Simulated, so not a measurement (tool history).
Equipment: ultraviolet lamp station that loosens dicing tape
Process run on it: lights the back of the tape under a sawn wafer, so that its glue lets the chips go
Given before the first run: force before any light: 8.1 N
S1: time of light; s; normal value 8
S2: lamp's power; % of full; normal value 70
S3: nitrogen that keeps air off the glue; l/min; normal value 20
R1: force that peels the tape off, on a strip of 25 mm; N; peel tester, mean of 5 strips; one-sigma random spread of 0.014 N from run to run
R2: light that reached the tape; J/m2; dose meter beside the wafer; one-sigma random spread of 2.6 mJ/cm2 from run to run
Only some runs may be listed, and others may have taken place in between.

| run | hour | S1 | S2 | S3 | R1 | R2 |
|---|---|---|---|---|---|---|
| 1 | 0 | 8 | 70 | 20 | 0.679 | 3180 |
| 2 | 30.6 | 8 | 70 | 20 | 0.678 | 3160 |
| 3 | 52.8 | 8 | 70 | 20 | 0.686 | 3150 |
| 4 | 70.7 | 10 | 70 | 20 | 0.42 | 3960 |
| 5 | 105.3 | 10 | 70 | 20 | 0.45 | 3940 |
| 6 | 144.1 | 8 | 70 | 20 | 0.69 | 3140 |
| 7 | 174.3 | 8 | 70 | 20 | 0.653 | 3170 |
| 8 | 195.7 | 8 | 70 | 20 | 0.667 | 3190 |
| 9 | 213.3 | 8 | 70 | 20 | 0.686 | 3110 |
| 10 | 248.4 | 8 | 70 | 20 | 0.674 | 3160 |
| 11 | 267.7 | 8 | 70 | 20 | 0.679 | 3170 |
| 12 | 284.3 | 8 | 70 | 20 | 0.668 | 3140 |
| 13 | 322.3 | 6 | 70 | 25 | 0.977 | 2390 |
|  | 335.5 | window cleaned of glue's vapour |
| 14 | 344.2 | 6 | 70 | 25 | 1.019 | 2410 |
| 15 | 373.7 | 6 | 70 | 25 | 0.982 | 2360 |
| 16 | 393.9 | 6 | 70 | 25 | 1.003 | 2370 |
| 17 | 412 | 6 | 70 | 25 | 1.007 | 2400 |
| 18 | 449.6 | 6 | 70 | 25 | 1.017 | 2350 |
| 19 | 473.1 | 6 | 70 | 25 | 0.996 | 2400 |

Predict each of these 3 candidate next runs independently; none follows another, all start after run 19:
| A | 507 | 6 | 70 | 20 | ? | ? |
| B | 507 | 7 | 70 | 20 | ? | ? |
| C | 507 | 4 | 61 | 11 | ? | ? |

| run | R1 | R2 |
|---|---|---|
| A | 1.159 | 2400 |
| B | 0.897 | 2730 |
| C | 3.221 | 1390 |
With no hidden state in the tool, these same runs would have given:
| run | R1 | R2 |
|---|---|---|
| A | 1.153 | 2410 |
| B | 0.891 | 2730 |
| C | 3.212 | 1390 |

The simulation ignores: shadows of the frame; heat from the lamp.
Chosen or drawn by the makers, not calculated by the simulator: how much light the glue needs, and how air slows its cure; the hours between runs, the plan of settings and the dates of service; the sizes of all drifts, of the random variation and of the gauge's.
